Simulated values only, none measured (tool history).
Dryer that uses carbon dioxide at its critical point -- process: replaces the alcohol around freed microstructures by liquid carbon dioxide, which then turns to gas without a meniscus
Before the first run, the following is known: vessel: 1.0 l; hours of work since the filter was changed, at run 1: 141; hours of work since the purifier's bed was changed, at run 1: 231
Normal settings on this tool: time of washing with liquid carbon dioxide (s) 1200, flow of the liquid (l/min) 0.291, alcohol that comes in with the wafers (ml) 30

| run | day | time of washing with liquid carbon dioxide (s) | flow of the liquid (l/min) | alcohol that comes in with the wafers (ml) | hours of work since the filter was changed | hours of work since the purifier's bed was changed | alcohol left in the vessel before it's heated (ppm by volume) |
|---|---|---|---|---|---|---|---|
| 1 | 0 | 1200 | 0.291 | 30 | 141 | 231 | 209 |
| 2 | 1.458 | 1200 | 0.291 | 117 | 159 | 249 | 684 |
| 3 | 3.546 | 1200 | 0.291 | 49 | 184 | 275 | 346 |
| 4 | 5.5 | 1200 | 0.291 | 49 | 208 | 299 | 338 |
| 5 | 7.712 | 1200 | 0.291 | 49 | 235 | 326 | 351 |
| 6 | 8.862 | 1200 | 0.291 | 49 | 249 | 340 | 363 |
| 7 | 10.604 | 1200 | 0.291 | 49 | 270 | 361 | 347 |
| 8 | 12.6 | 1200 | 0.291 | 30 | 295 | 385 | 262 |
| 9 | 14.575 | 1200 | 0.291 | 30 | 319 | 410 | 276 |
| 10 | 16.529 | 1200 | 0.329 | 82 | 343 | 433 | 349 |
| 11 | 18.979 | 1200 | 0.329 | 82 | 373 | 463 | 382 |
| 12 | 21.454 | 1380 | 0.229 | 57 | 403 | 494 | 699 |
| 13 | 24.012 | 1200 | 0.22 | 28 | 434 | 525 | 759 |
|  | 24.588 | inlet filter changed |
| 14 | 26.062 | 780 | 0.438 | 28 | 18 | 550 | 280 |
| 15 | 28.254 | 780 | 0.438 | 28 | 45 | 576 | 283 |
| 16 | 30.504 | 840 | 0.228 | 51 | 72 | 604 | 2914 |
| 17 | 32.929 | 840 | 0.228 | 51 | 102 | 634 | 2979 |
| 18 | 34.488 | 720 | 0.235 | 88 | 121 | 653 | 6941 |

5 ways to go on from here, each from the tool as it stands after run 18. What would each give?
| A | 36.079 | 780 | 0.215 | 70 | 141 | 672 | ? |
| B | 36.079 | 1560 | 0.457 | 43 | 141 | 672 | ? |
| C | 36.079 | 960 | 0.235 | 88 | 141 | 672 | ? |
| D | 36.079 | 1200 | 0.291 | 51 | 141 | 672 | ? |
| E | 36.079 | 1380 | 0.177 | 30 | 141 | 672 | ? |

| run | alcohol left in the vessel before it's heated (ppm by volume) |
|---|---|
| A | 5826 |
| B | 161 |
| C | 3131 |
| D | 425 |
| E | 924 |
What these runs would have given with no unlogged condition in the tool:
| run | alcohol left in the vessel before it's heated (ppm by volume) |
|---|---|
| A | 5364 |
| B | 5 |
| C | 2761 |
| D | 245 |
| E | 713 |
